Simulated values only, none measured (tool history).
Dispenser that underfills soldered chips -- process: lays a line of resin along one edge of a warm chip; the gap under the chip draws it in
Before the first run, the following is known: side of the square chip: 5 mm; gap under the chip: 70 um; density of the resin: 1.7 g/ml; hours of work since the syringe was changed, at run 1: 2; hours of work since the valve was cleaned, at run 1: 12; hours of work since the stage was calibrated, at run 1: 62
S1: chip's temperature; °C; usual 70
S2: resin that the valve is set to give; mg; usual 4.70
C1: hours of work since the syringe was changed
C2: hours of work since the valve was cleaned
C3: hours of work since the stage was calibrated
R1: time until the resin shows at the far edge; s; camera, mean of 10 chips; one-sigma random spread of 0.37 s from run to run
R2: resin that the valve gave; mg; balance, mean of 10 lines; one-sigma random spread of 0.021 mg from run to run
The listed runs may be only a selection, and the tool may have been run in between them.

run 1 day=0.000 | S1=70 S2=4.70 | C1=2 C2=12 C3=62 | R1=23.6 R2=4.70
-- day=0.254 new syringe of resin
run 2 day=0.417 | S1=70 S2=4.70 | C1=3 C2=19 C3=69 | R1=24.6 R2=4.65
-- day=0.642 new syringe of resin
-- day=1.017 new syringe of resin
run 3 day=1.017 | S1=70 S2=4.70 | C1=0 C2=29 C3=79 | R1=20.5 R2=4.58
run 4 day=1.346 | S1=70 S2=6.01 | C1=5 C2=34 C3=84 | R1=27.3 R2=5.90
-- day=1.400 new syringe of resin
-- day=1.783 new syringe of resin
run 5 day=1.783 | S1=70 S2=6.01 | C1=0 C2=41 C3=91 | R1=19.9 R2=5.89
run 6 day=2.075 | S1=70 S2=6.01 | C1=5 C2=46 C3=96 | R1=27.4 R2=5.88
-- day=2.154 new syringe of resin
run 7 day=2.367 | S1=62 S2=6.01 | C1=4 C2=50 C3=100 | R1=36.4 R2=5.87
-- day=2.525 new syringe of resin
-- day=2.908 new syringe of resin
run 8 day=2.908 | S1=70 S2=5.74 | C1=0 C2=59 C3=109 | R1=20.6 R2=5.59
run 9 day=3.200 | S1=70 S2=5.74 | C1=5 C2=64 C3=114 | R1=26.8 R2=5.57
-- day=3.292 new syringe of resin
-- day=3.404 dispensing valve cleaned and set on the balance
-- day=3.712 new syringe of resin
run 10 day=3.771 | S1=75 S2=5.02 | C1=1 C2=6 C3=122 | R1=18.0 R2=5.00
-- day=4.104 new syringe of resin
run 11 day=4.333 | S1=75 S2=5.02 | C1=4 C2=15 C3=131 | R1=20.7 R2=4.97
-- day=4.475 new syringe of resin
run 12 day=4.683 | S1=74 S2=4.65 | C1=3 C2=21 C3=137 | R1=20.9 R2=4.62
-- day=4.858 new syringe of resin
run 13 day=5.171 | S1=57 S2=5.48 | C1=5 C2=28 C3=145 | R1=51.1 R2=5.40
-- day=5.242 new syringe of resin
run 14 day=5.592 | S1=81 S2=4.54 | C1=6 C2=35 C3=151 | R1=18.2 R2=4.48
-- day=5.654 new syringe of resin
run 15 day=5.925 | S1=81 S2=4.54 | C1=4 C2=40 C3=157 | R1=17.5 R2=4.45
-- day=6.033 new syringe of resin
run 16 day=6.262 | S1=76 S2=5.95 | C1=4 C2=46 C3=162 | R1=19.4 R2=5.83
-- day=6.412 new syringe of resin
-- day=6.808 new syringe of resin
run 17 day=6.829 | S1=76 S2=5.95 | C1=0 C2=55 C3=171 | R1=16.6 R2=5.82
-- day=7.217 new syringe of resin
run 18 day=7.300 | S1=62 S2=4.07 | C1=1 C2=62 C3=179 | R1=34.6 R2=3.94

5 ways to go on from here, each from the tool as it stands after run 18. What would each give?
-- day=7.596 new syringe of resin
-- day=7.638 dispensing valve cleaned and set on the balance
run A day=7.788 | S1=70 S2=5.27 | C1=2 C2=2 C3=186 | R1=? R2=?
-- day=7.596 new syringe of resin
-- day=7.638 dispensing valve cleaned and set on the balance
run B day=7.788 | S1=73 S2=5.69 | C1=2 C2=2 C3=186 | R1=? R2=?
-- day=7.596 new syringe of resin
-- day=7.638 dispensing valve cleaned and set on the balance
run C day=7.788 | S1=70 S2=5.85 | C1=2 C2=2 C3=186 | R1=? R2=?
-- day=7.596 new syringe of resin
-- day=7.638 dispensing valve cleaned and set on the balance
run D day=7.788 | S1=70 S2=5.13 | C1=2 C2=2 C3=186 | R1=? R2=?
-- day=7.596 new syringe of resin
-- day=7.638 dispensing valve cleaned and set on the balance
run E day=7.788 | S1=58 S2=4.70 | C1=2 C2=2 C3=186 | R1=? R2=?

run=A R1=23.4 R2=5.29
run=B R1=20.2 R2=5.72
run=C R1=23.4 R2=5.87
run=D R1=23.7 R2=5.10
run=E R1=41.0 R2=4.69
The same runs, with their run-to-run variation unchanged, on a tool lacking any hidden condition would have given:
run=A R1=21.3 R2=5.28
run=B R1=18.2 R2=5.71
run=C R1=21.2 R2=5.86
run=D R1=21.6 R2=5.09
run=E R1=37.3 R2=4.68

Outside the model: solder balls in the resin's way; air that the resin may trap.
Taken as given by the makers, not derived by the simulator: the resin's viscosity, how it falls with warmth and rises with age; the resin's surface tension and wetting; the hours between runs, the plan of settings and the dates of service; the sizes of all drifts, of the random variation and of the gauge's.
